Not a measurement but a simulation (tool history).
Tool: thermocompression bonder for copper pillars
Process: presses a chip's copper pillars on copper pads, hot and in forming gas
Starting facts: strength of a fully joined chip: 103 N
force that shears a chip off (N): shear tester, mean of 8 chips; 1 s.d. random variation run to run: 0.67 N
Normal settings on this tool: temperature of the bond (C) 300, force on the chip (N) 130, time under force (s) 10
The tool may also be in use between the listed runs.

| run | day | temperature of the bond (C) | force on the chip (N) | time under force (s) | force that shears a chip off (N) |
|---|---|---|---|---|---|
| 1 | 0.000 | 300 | 130 | 10 | 66.1 |
| 2 | 2.467 | 300 | 130 | 10 | 64.3 |
| 3 | 4.229 | 300 | 130 | 10 | 63.4 |
| 4 | 5.642 | 300 | 130 | 10 | 64.4 |
|  | 7.296 | forming gas filter changed |
| 5 | 7.296 | 300 | 130 | 10 | 65.9 |
| 6 | 9.925 | 300 | 130 | 10 | 64.9 |
| 7 | 12.104 | 300 | 109 | 10 | 56.1 |
|  | 12.408 | force cell calibrated |
| 8 | 14.054 | 330 | 163 | 13 | 90.2 |
| 9 | 16.079 | 330 | 163 | 13 | 88.3 |
|  | 16.838 | forming gas filter changed |
| 10 | 18.412 | 300 | 124 | 9 | 60.2 |
| 11 | 20.938 | 272 | 146 | 22 | 71.5 |
| 12 | 22.242 | 303 | 170 | 7 | 73.1 |
| 13 | 25.304 | 303 | 140 | 12 | 71.1 |

Below, each run's measurement less what the same run would have read without the hidden state. Both values contain the same run-to-run variation, but the gauge's scatter may not be the same in both:
Hidden conditions of the tool in this case: true temperature of the bond over the reading, C; force that reaches the chip, % of what is set; oxide that the forming gas leaves, % of the face; drift of the gauge itself on shear_n, %.
| run | force that shears a chip off (N) |
|---|---|
| 1 | -1.9 |
| 2 | -2.7 |
| 3 | -3.3 |
| 4 | -3.9 |
| 5 | -1.5 |
| 6 | -2.5 |
| 7 | -3.0 |
| 8 | -3.6 |
| 9 | -4.6 |
| 10 | -1.8 |
| 11 | -3.4 |
| 12 | -3.5 |
| 13 | -4.7 |
